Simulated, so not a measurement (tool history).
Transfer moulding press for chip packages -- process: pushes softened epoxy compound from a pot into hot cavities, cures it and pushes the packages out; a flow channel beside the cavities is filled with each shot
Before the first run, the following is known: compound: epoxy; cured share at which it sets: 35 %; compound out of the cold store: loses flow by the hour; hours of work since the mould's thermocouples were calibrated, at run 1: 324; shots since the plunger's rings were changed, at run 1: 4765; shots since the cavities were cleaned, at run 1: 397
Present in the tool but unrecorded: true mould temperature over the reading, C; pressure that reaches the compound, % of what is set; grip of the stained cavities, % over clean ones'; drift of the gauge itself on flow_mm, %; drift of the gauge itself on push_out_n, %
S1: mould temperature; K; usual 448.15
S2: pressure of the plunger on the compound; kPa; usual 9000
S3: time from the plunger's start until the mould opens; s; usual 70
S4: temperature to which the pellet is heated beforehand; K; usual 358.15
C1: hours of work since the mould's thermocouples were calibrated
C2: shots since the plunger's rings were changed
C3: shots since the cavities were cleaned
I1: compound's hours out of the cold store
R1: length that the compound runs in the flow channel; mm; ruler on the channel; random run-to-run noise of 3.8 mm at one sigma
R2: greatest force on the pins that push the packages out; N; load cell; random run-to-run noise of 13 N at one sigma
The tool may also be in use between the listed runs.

Run 1, day 0.000: usual settings; C1 324; C2 4765; C3 397; I1 15.2. Result: R1 656 mm, R2 895 N.
At day 0.358: cavities cleaned with cleaning compound and waxed.
At day 1.450: plunger's sealing rings changed.
At day 1.896: cavities cleaned with cleaning compound and waxed.
Run 2, day 2.271: usual settings; C1 351; C2 250; C3 123; I1 30.3. Result: R1 639 mm, R2 714 N.
At day 3.388: cavities cleaned with cleaning compound and waxed.
Run 3, day 4.662: usual settings; C1 382; C2 1017; C3 420; I1 28.6. Result: R1 640 mm, R2 877 N.
At day 4.954: cavities cleaned with cleaning compound and waxed.
At day 6.354: cavities cleaned with cleaning compound and waxed.
Run 4, day 6.354: usual settings; C1 402; C2 1534; C3 0; I1 34.8. Result: R1 618 mm, R2 605 N.
At day 7.825: cavities cleaned with cleaning compound and waxed.
Run 5, day 7.992: usual settings; C1 423; C2 2052; C3 55; I1 33.3. Result: R1 618 mm, R2 686 N.
At day 9.300: cavities cleaned with cleaning compound and waxed.
Run 6, day 10.208: usual settings; C1 451; C2 2762; C3 300; I1 18.4. Result: R1 662 mm, R2 870 N.
At day 10.767: cavities cleaned with cleaning compound and waxed.
At day 12.179: cavities cleaned with cleaning compound and waxed.
Run 7, day 12.658: usual settings; C1 482; C2 3527; C3 158; I1 32.5. Result: R1 601 mm, R2 753 N.
At day 13.667: cavities cleaned with cleaning compound and waxed.
Run 8, day 14.421: usual settings; C1 504; C2 4087; C3 249; I1 19.8. Result: R1 645 mm, R2 826 N.
At day 15.292: cavities cleaned with cleaning compound and waxed.
Run 9, day 16.371: usual settings; C1 529; C2 4708; C3 356; I1 16.9. Result: R1 647 mm, R2 903 N.
At day 16.796: cavities cleaned with cleaning compound and waxed.
At day 17.983: plunger's sealing rings changed.
Run 10, day 18.079: usual settings; C1 549; C2 32; C3 389; I1 37.4. Result: R1 618 mm, R2 847 N.
At day 18.383: cavities cleaned with cleaning compound and waxed.
At day 19.929: cavities cleaned with cleaning compound and waxed.
Run 11, day 20.654: usual settings; C1 581; C2 838; C3 238; I1 39.6. Result: R1 605 mm, R2 778 N.
At day 21.421: cavities cleaned with cleaning compound and waxed.
Run 12, day 21.825: usual settings; C1 595; C2 1204; C3 134; I1 33.4. Result: R1 621 mm, R2 754 N.

For run 13, what comes out?
At day 22.896: cavities cleaned with cleaning compound and waxed.
At day 24.358: cavities cleaned with cleaning compound and waxed.
Run 13, day 24.567: usual settings but S3 50 s, S4 364.15 K; C1 630; C2 2065; C3 68; I1 19.5. Result: R1 ?, R2 ?.

R1: 665 mm
R2: 1712 N
On a tool with no hidden condition, and with the same random variation, this run would have come out at R1 681 mm, R2 1415 N.
